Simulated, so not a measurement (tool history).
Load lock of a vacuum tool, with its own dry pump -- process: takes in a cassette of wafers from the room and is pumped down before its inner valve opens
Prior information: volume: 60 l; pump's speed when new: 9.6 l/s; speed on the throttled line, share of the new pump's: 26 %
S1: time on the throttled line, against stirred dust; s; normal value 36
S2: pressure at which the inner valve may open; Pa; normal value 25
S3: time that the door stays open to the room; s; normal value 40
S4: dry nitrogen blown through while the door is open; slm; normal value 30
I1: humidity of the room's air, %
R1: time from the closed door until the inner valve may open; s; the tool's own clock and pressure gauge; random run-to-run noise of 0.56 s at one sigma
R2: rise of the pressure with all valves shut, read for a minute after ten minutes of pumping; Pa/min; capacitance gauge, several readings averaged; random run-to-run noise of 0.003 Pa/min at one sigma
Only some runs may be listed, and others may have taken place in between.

run,hour,S1,S2,S3,S4,I1,R1,R2
1,0.0,36,25,40,30,45.6,79.2,0.096
2,362.5,36,25,40,30,47.0,78.7,0.093
3,752.2,36,25,40,30,41.5,78.8,0.098
4,1038.7,36,25,40,30,47.5,79.9,0.105
5,1428.7,36,47,40,30,43.1,75.0,0.104
6,1833.3,36,47,40,30,46.4,74.3,0.110
7,2057.9,36,47,40,30,44.2,76.1,0.111
8,2428.3,36,47,40,30,44.6,76.5,0.117
9,2722.1,36,47,40,30,45.4,75.7,0.120
10,2981.2,36,36,40,30,46.8,77.5,0.127
11,3295.1,36,36,40,30,45.9,77.7,0.128
12,3658.7,36,36,40,30,48.7,78.2,0.136
13,3951.3,25,25,40,30,46.1,72.6,0.141
14,4150.1,25,25,40,30,46.5,72.8,0.136
15,4518.6,36,25,40,30,41.3,81.3,0.144
16,4880.3,36,25,40,30,45.1,81.9,0.150
17,5101.6,36,25,40,30,45.0,81.1,0.153
18,5379.7,36,25,40,30,45.5,81.0,0.154
19,5694.3,35,32,127,7,44.1,79.9,0.195
20,6001.3,39,20,40,4,43.4,85.9,0.172
21,6258.0,19,20,213,4,42.5,72.5,0.226
22,6453.0,19,20,213,4,45.7,71.5,0.235
23,6740.2,19,20,213,4,43.5,72.4,0.240
24,6910.7,53,20,112,15,46.1,97.3,0.204
25,7318.7,36,22,41,15,47.1,84.1,0.201
26,7646.5,36,27,40,38,47.1,83.2,0.198
27,7958.7,36,26,40,7,45.0,83.0,0.213
28,8328.8,38,24,40,30,42.3,85.4,0.209
29,8666.3,38,24,40,30,45.7,85.7,0.216
30,8966.5,68,25,35,5,43.0,106.7,0.223
31,9147.7,68,20,35,9,45.5,108.5,0.223
# hour 9410.5: door's seal changed, seat wiped
32,9459.2,61,34,40,5,47.1,99.7,0.024
33,9847.7,61,46,40,5,44.6,98.9,0.018
34,10089.5,61,46,40,5,48.5,97.8,0.020
35,10460.7,62,25,149,41,43.3,103.2,0.023
36,10820.0,39,19,40,14,45.1,89.9,0.024

Selected run-to-run steps in R1, each split into two signed amounts: the part the tool would show with no hidden state at all (from settings, incoming material and random variation), and the remainder, which goes to the hidden state together with any gauge scatter not common to the measured and the hidden-state-free results:
The hidden state here: pump's speed, % of a new pump's; leak at the door's seal, Pa l/s; drift of the gauge itself on ready_s, %; drift of the gauge itself on rise_pa_min, %.
Run 20 -> 21: S1 39 -> 19, S3 40 -> 213. R1 -13.4 s: hidden state +0.7, all else -14.1.
Run 23 -> 24: S1 19 -> 53, S3 213 -> 112, S4 4 -> 15. R1 +24.9 s: hidden state -0.8, all else +25.7.
Run 29 -> 30: S1 38 -> 68, S2 24 -> 25, S3 40 -> 35, S4 30 -> 5. R1 +21.0 s: hidden state -0.9, all else +21.9.
Run 35 -> 36: S1 62 -> 39, S2 25 -> 19, S3 149 -> 40, S4 41 -> 14. R1 -13.3 s: hidden state +1.6, all else -14.9.

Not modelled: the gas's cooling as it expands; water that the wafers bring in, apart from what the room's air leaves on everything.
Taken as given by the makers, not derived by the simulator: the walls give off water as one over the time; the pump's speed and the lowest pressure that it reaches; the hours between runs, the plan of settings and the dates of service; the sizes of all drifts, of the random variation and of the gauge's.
